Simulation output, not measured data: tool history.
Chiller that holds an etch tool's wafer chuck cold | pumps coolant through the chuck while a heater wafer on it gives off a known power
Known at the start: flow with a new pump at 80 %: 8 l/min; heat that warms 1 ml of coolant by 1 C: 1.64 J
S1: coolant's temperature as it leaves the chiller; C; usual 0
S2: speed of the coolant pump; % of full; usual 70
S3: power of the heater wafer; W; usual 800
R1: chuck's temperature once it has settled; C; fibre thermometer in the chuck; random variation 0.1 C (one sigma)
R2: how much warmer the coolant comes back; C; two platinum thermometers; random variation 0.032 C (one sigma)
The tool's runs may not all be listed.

{"run": 1, "hour": 0.0, "S1": 0, "S2": 70, "S3": 800, "R1": 9.3, "R2": 4.18}
{"run": 2, "hour": 187.8, "S1": 0, "S2": 70, "S3": 800, "R1": 9.4, "R2": 4.17}
{"run": 3, "hour": 317.5, "S1": 0, "S2": 70, "S3": 1063, "R1": 12.5, "R2": 5.46}
{"run": 4, "hour": 468.3, "S1": -7, "S2": 70, "S3": 800, "R1": 2.3, "R2": 4.13}
{"run": 5, "hour": 585.8, "S1": -7, "S2": 70, "S3": 800, "R1": 2.6, "R2": 4.04}
{"run": 6, "hour": 724.7, "S1": 0, "S2": 70, "S3": 800, "R1": 9.3, "R2": 4.09}
{"run": 7, "hour": 904.2, "S1": 0, "S2": 70, "S3": 800, "R1": 9.2, "R2": 4.1}
{"run": 8, "hour": 997.6, "S1": 2, "S2": 70, "S3": 800, "R1": 11.4, "R2": 4.07}
{"run": 9, "hour": 1190.6, "S1": 0, "S2": 79, "S3": 800, "R1": 8.6, "R2": 3.59}
{"run": 10, "hour": 1313.0, "S1": 0, "S2": 79, "S3": 800, "R1": 8.8, "R2": 3.6}
{"hour": 1438.2, "done": "coolant changed, channels flushed"}
{"run": 11, "hour": 1475.1, "S1": 0, "S2": 79, "S3": 800, "R1": 8.8, "R2": 3.52}
{"run": 12, "hour": 1658.0, "S1": 0, "S2": 70, "S3": 800, "R1": 9.5, "R2": 4.02}
{"hour": 1695.0, "done": "coolant pump overhauled"}
{"run": 13, "hour": 1783.3, "S1": 0, "S2": 70, "S3": 800, "R1": 9.5, "R2": 3.96}
{"run": 14, "hour": 1895.4, "S1": 0, "S2": 70, "S3": 800, "R1": 9.4, "R2": 3.96}
{"run": 15, "hour": 2095.8, "S1": 0, "S2": 70, "S3": 800, "R1": 9.4, "R2": 3.96}
{"run": 16, "hour": 2199.8, "S1": 0, "S2": 63, "S3": 800, "R1": 9.9, "R2": 4.37}
{"run": 17, "hour": 2343.5, "S1": 0, "S2": 63, "S3": 800, "R1": 10, "R2": 4.32}
{"run": 18, "hour": 2434.8, "S1": 8, "S2": 70, "S3": 800, "R1": 17.4, "R2": 3.91}
{"run": 19, "hour": 2533.0, "S1": 8, "S2": 70, "S3": 800, "R1": 17.1, "R2": 3.89}
{"run": 20, "hour": 2642.9, "S1": 8, "S2": 70, "S3": 800, "R1": 17.2, "R2": 3.89}
{"run": 21, "hour": 2836.4, "S1": 8, "S2": 70, "S3": 800, "R1": 17.3, "R2": 3.77}
{"run": 22, "hour": 2928.5, "S1": 5, "S2": 61, "S3": 875, "R1": 16.1, "R2": 4.9}
{"run": 23, "hour": 3106.2, "S1": 5, "S2": 61, "S3": 875, "R1": 16.3, "R2": 4.8}
{"run": 24, "hour": 3225.0, "S1": 8, "S2": 91, "S3": 875, "R1": 16.5, "R2": 3.15}
{"run": 25, "hour": 3341.5, "S1": 8, "S2": 91, "S3": 875, "R1": 16.9, "R2": 3.18}
{"run": 26, "hour": 3430.5, "S1": 8, "S2": 91, "S3": 875, "R1": 16.4, "R2": 3.21}
{"run": 27, "hour": 3637.7, "S1": 9, "S2": 82, "S3": 888, "R1": 18.4, "R2": 3.57}
{"run": 28, "hour": 3810.1, "S1": -2, "S2": 77, "S3": 740, "R1": 6.1, "R2": 3.06}
{"hour": 3890.3, "done": "gauge calibrated"}
{"run": 29, "hour": 3974.6, "S1": 8, "S2": 68, "S3": 418, "R1": 13, "R2": 2.19}
{"run": 30, "hour": 4141.4, "S1": -4, "S2": 64, "S3": 526, "R1": 2.6, "R2": 2.94}
{"run": 31, "hour": 4351.2, "S1": -7, "S2": 70, "S3": 814, "R1": 2.4, "R2": 4.23}

Hidden state or all else? Some run-to-run changes of R2, split into what the settings, what came in and random variation would give without the hidden state, and what is left for the hidden state (with any gauge scatter that isn't in both results):
The hidden state here: heat passed by the chuck's channels, % of clean ones'; flow at a given pump speed, % of a new pump's; coolant's true temperature over the reading, C; drift of the gauge itself on chuck_c, C; drift of the gauge itself on warmer_back_c, C.
Run 3 -> 4: S1 0 -> -7, S3 1063 -> 800. R2 -1.33 C: hidden state -0.01, all else -1.32.
Run 6 -> 7: no setting changed, nothing entered. R2 +0.01 C: hidden state -0.03, all else +0.04.
Run 23 -> 24: S1 5 -> 8, S2 61 -> 91. R2 -1.65 C: hidden state -0.01, all else -1.64.
Run 26 -> 27: S1 8 -> 9, S2 91 -> 82, S3 875 -> 888. R2 +0.36 C: hidden state -0.03, all else +0.39.
Run 28 -> 29: S1 -2 -> 8, S2 77 -> 68, S3 740 -> 418, gauge calibrated. R2 -0.87 C: hidden state +0.41, all else -1.28.
Run 30 -> 31: S1 -4 -> -7, S2 64 -> 70, S3 526 -> 814. R2 +1.29 C: hidden state -0.03, all else +1.32.
